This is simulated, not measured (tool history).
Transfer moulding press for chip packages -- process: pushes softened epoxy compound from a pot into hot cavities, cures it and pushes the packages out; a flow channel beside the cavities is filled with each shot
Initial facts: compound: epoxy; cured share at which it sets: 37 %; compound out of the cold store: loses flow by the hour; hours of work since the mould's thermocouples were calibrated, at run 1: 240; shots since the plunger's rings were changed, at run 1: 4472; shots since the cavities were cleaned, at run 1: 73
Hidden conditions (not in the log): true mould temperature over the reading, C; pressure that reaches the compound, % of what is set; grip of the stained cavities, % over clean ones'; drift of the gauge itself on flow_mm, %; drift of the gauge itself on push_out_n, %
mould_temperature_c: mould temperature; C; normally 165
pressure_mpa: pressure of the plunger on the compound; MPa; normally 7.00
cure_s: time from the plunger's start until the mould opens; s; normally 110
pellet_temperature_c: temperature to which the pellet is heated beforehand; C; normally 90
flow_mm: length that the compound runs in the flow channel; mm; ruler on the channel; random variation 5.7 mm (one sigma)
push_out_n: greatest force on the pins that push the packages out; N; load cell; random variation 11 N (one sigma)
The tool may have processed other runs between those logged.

| run | hour | mould_temperature_c | pressure_mpa | cure_s | pellet_temperature_c | hours of work since the mould's thermocouples were calibrated | shots since the plunger's rings were changed | shots since the cavities were cleaned | incoming compound's hours out of the cold store | flow_mm | push_out_n |
|---|---|---|---|---|---|---|---|---|---|---|---|
| 1 | 0.0 | 165 | 7.00 | 110 | 90 | 240 | 4472 | 73 | 11.1 | 811 | 593 |
| 2 | 37.4 | 165 | 7.00 | 110 | 90 | 261 | 4834 | 435 | 38.8 | 667 | 737 |
|  | 43.8 | cavities cleaned with cleaning compound and waxed |
| 3 | 54.5 | 165 | 5.50 | 110 | 90 | 269 | 4986 | 104 | 34.4 | 614 | 594 |
| 4 | 92.5 | 165 | 7.00 | 110 | 90 | 290 | 5354 | 472 | 30.9 | 709 | 781 |
|  | 96.5 | cavities cleaned with cleaning compound and waxed |
| 5 | 125.4 | 165 | 7.00 | 110 | 90 | 307 | 5659 | 281 | 43.0 | 649 | 698 |
| 6 | 144.6 | 165 | 7.00 | 103 | 90 | 318 | 5845 | 467 | 10.3 | 790 | 888 |
|  | 149.0 | cavities cleaned with cleaning compound and waxed |
|  | 173.1 | plunger's sealing rings changed |
| 7 | 183.0 | 165 | 7.00 | 115 | 90 | 337 | 96 | 306 | 41.0 | 732 | 663 |
| 8 | 198.7 | 165 | 7.00 | 115 | 90 | 346 | 248 | 458 | 46.1 | 705 | 717 |
|  | 202.9 | mould's thermocouples calibrated |
|  | 204.4 | cavities cleaned with cleaning compound and waxed |
| 9 | 222.2 | 165 | 5.96 | 110 | 90 | 10 | 442 | 172 | 22.4 | 742 | 640 |
| 10 | 241.1 | 165 | 5.96 | 110 | 90 | 20 | 625 | 355 | 18.5 | 762 | 740 |
|  | 255.4 | cavities cleaned with cleaning compound and waxed |
| 11 | 275.3 | 165 | 5.96 | 110 | 90 | 38 | 943 | 194 | 38.4 | 675 | 642 |
|  | 293.2 | mould's thermocouples calibrated, once more |
|  | 308.4 | cavities cleaned with cleaning compound and waxed |
| 12 | 315.5 | 165 | 5.96 | 110 | 90 | 11 | 1299 | 69 | 36.7 | 671 | 550 |
| 13 | 350.0 | 165 | 5.96 | 110 | 90 | 30 | 1633 | 403 | 25.4 | 727 | 783 |
|  | 359.6 | cavities cleaned with cleaning compound and waxed |
| 14 | 376.8 | 165 | 7.00 | 103 | 90 | 44 | 1879 | 167 | 33.8 | 737 | 675 |
|  | 410.6 | cavities cleaned with cleaning compound and waxed |
| 15 | 410.6 | 170 | 6.55 | 110 | 90 | 62 | 2192 | 0 | 13.6 | 773 | 457 |
| 16 | 427.1 | 165 | 5.93 | 110 | 90 | 71 | 2352 | 160 | 26.3 | 703 | 650 |
|  | 462.9 | cavities cleaned with cleaning compound and waxed |
| 17 | 465.2 | 165 | 5.93 | 110 | 90 | 91 | 2708 | 23 | 46.5 | 628 | 517 |
| 18 | 500.4 | 163 | 7.13 | 110 | 90 | 111 | 3049 | 364 | 11.8 | 831 | 859 |
|  | 513.8 | cavities cleaned with cleaning compound and waxed |
| 19 | 534.3 | 163 | 7.13 | 110 | 90 | 128 | 3363 | 199 | 14.2 | 822 | 728 |
| 20 | 551.8 | 171 | 5.99 | 110 | 90 | 138 | 3532 | 368 | 40.8 | 618 | 626 |
|  | 565.6 | cavities cleaned with cleaning compound and waxed |
| 21 | 584.6 | 161 | 5.99 | 110 | 83 | 155 | 3836 | 184 | 45.8 | 637 | 785 |
| 22 | 613.1 | 161 | 5.99 | 110 | 83 | 171 | 4113 | 461 | 44.2 | 636 | 940 |
|  | 616.4 | cavities cleaned with cleaning compound and waxed |
| 23 | 632.7 | 165 | 5.87 | 96 | 90 | 181 | 4288 | 157 | 36.4 | 641 | 763 |
|  | 667.8 | cavities cleaned with cleaning compound and waxed |
| 24 | 671.1 | 162 | 8.43 | 96 | 96 | 201 | 4647 | 33 | 11.7 | 890 | 846 |
| 25 | 688.8 | 165 | 8.69 | 110 | 83 | 211 | 4818 | 204 | 44.8 | 729 | 632 |
|  | 718.1 | cavities cleaned with cleaning compound and waxed |
| 26 | 718.1 | 165 | 6.10 | 110 | 82 | 226 | 5088 | 0 | 8.8 | 778 | 538 |
| 27 | 736.8 | 169 | 7.04 | 95 | 100 | 237 | 5269 | 181 | 10.9 | 783 | 628 |

Predict each of these 5 candidate next runs independently; none follows another, all start after run 27:
| A | 766.7 | 171 | 6.13 | 110 | 98 | 253 | 5559 | 471 | 34.8 | ? | ? |
| B | 766.7 | 169 | 7.04 | 95 | 90 | 253 | 5559 | 471 | 44.1 | ? | ? |
| C | 766.7 | 169 | 6.18 | 95 | 99 | 253 | 5559 | 471 | 43.6 | ? | ? |
| D | 766.7 | 165 | 6.82 | 110 | 96 | 253 | 5559 | 471 | 30.5 | ? | ? |
| E | 766.7 | 164 | 8.52 | 113 | 100 | 253 | 5559 | 471 | 12.0 | ? | ? |

| run | flow_mm | push_out_n |
|---|---|---|
| A | 625 | 667 |
| B | 638 | 775 |
| C | 610 | 723 |
| D | 691 | 768 |
| E | 869 | 807 |
With no hidden state in the tool, these same runs would have given:
| run | flow_mm | push_out_n |
|---|---|---|
| A | 687 | 428 |
| B | 702 | 502 |
| C | 671 | 467 |
| D | 760 | 497 |
| E | 956 | 521 |
